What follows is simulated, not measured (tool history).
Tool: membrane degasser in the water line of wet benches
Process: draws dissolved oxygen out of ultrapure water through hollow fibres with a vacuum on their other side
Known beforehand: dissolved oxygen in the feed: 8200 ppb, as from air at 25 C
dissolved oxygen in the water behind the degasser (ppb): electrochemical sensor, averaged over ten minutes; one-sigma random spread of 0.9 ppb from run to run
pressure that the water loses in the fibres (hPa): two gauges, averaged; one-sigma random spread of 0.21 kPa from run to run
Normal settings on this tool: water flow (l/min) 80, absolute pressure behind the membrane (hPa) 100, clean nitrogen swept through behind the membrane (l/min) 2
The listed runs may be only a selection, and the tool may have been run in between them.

run	day	water flow (l/min)	absolute pressure behind the membrane (hPa)	clean nitrogen swept through behind the membrane (l/min)	dissolved oxygen in the water behind the degasser (ppb)	pressure that the water loses in the fibres (hPa)
1	0	80	100	2	531.2	502
2	8.046	80	60	2	233.9	503.7
3	20.783	71	100	2	483.6	447.5
4	27.596	71	100	2	483.3	445.1
5	37.479	80	72	2	326.2	506.3
6	47.712	80	72	2	326.8	503.9
7	60.925	120	100	2	727.3	756
8	74.967	103	81	1.82	514.7	653.5
9	86.1	80	63	3.74	157.7	509.1
10	92.717	53	63	2.78	140.3	337.2

Alternative continuations, all from the tool just after run 10; predict every row:
A	103.467	104	100	2	?	?
B	103.467	80	226	1.58	?	?
C	103.467	80	100	1.35	?	?
D	103.467	97	100	4.47	?	?

run	dissolved oxygen in the water behind the degasser (ppb)	pressure that the water loses in the fibres (hPa)
A	656.8	659
B	1597.7	510.2
C	712.5	508.1
D	332.6	616.9
The same runs, with their run-to-run variation unchanged, on a tool lacking any hidden condition would have given:
run	dissolved oxygen in the water behind the degasser (ppb)	pressure that the water loses in the fibres (hPa)
A	635.8	608.3
B	1582.2	471.1
C	692.2	469
D	319.7	569.6

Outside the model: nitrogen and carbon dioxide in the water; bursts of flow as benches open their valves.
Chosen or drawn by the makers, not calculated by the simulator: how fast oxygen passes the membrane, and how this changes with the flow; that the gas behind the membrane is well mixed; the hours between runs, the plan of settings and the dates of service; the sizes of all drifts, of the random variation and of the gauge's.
